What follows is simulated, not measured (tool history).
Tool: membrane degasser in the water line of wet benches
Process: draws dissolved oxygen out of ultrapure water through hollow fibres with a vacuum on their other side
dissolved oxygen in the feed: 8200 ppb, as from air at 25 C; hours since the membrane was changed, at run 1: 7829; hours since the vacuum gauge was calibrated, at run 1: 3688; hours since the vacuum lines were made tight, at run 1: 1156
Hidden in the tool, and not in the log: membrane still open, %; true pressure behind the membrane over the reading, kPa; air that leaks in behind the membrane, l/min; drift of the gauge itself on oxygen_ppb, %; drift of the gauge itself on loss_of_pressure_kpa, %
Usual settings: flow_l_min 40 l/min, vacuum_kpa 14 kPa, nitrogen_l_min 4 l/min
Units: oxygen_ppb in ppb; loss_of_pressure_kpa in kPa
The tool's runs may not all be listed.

run	hour	flow_l_min	vacuum_kpa	nitrogen_l_min	hours since the membrane was changed	hours since the vacuum gauge was calibrated	hours since the vacuum lines were made tight	oxygen_ppb	loss_of_pressure_kpa
1	0	40	14	4	7829	3688	1156	261.1	62.74
2	182.4	40	14	4	8012	3870	1338	261.5	61.89
3	372.3	40	14	4	8202	4060	1528	262.6	62.47
4	599	40	18.7	4	8428	4287	1755	365.8	62.17
5	804.6	40	18.7	2.89	8634	4493	1961	482.5	62.38
6	973.5	40	18.7	2.89	8803	4661	2129	484.8	62.02
7	1067.4	40	18.7	10.35	8897	4755	2223	158.2	62.32
8	1289.2	40	18.7	10.35	9119	4977	2445	158.8	62.35
9	1494.7	40	10.4	4	9324	5183	2651	182	61.95
10	1712.2	40	10.4	4	9542	5400	2868	180.5	62.02
# hour 1791.6: vacuum gauge calibrated
11	1905.4	40	10.4	4	9734	114	3061	180.2	61.73
12	2079.3	40	10.4	4	9908	288	3235	179.3	61.49
13	2177.8	40	14	4	10007	386	3333	263.6	61.93
14	2381.7	40	14	4	10211	590	3537	263.9	61.68
15	2601.2	40	14	4	10430	810	3757	260.8	61.61
16	2720.9	28	14	4	10550	929	3876	179.3	43.38
17	2920.7	28	14	4	10749	1129	4076	180.5	43.15
18	3083	43	9.5	1.7	10912	1291	4239	350.7	66.22
19	3175.5	40	23.7	4	11004	1384	4331	470.5	61.5
20	3374.2	42	9.2	4.72	11203	1583	4530	143	64.51
# hour 3472.4: seals of the vacuum lines changed
21	3541.2	42	9.2	4.72	11368	1748	69	144	64.51
22	3673.8	42	9.2	4.72	11501	1880	201	143.1	64.5
23	3897.3	27	28.3	3.82	11724	2104	425	409.1	41.57
24	4050.7	40	14	7.19	11878	2257	578	158.3	60.96
25	4261.5	40	8.4	5.39	12088	2468	789	104.9	61.27
26	4425	54	14	4	12252	2631	953	380.4	82.85
# hour 4474.3: membrane cartridge changed
27	4522.6	26	14.9	4	48	2725	1046	179.9	39.69
28	4694.5	28	14	9.76	220	2897	1218	77.2	42.78
29	4883.1	34	14	6.26	409	3085	1407	145.7	51.42
30	5062.6	34	14	6.26	588	3265	1586	146.4	51.66

Forecast each of these 3 alternatives for the next run:
A	5228.5	34	14	4.39	754	3431	1752	?	?
B	5228.5	27	31.6	2.72	754	3431	1752	?	?
C	5228.5	34	13.7	6.26	754	3431	1752	?	?

run	oxygen_ppb	loss_of_pressure_kpa
A	200.7	51.44
B	616.6	40.92
C	141.6	51.73
Without the tool's hidden state the same runs would have given:
run	oxygen_ppb	loss_of_pressure_kpa
A	200.5	52.87
B	616.4	42.06
C	141.4	53.17
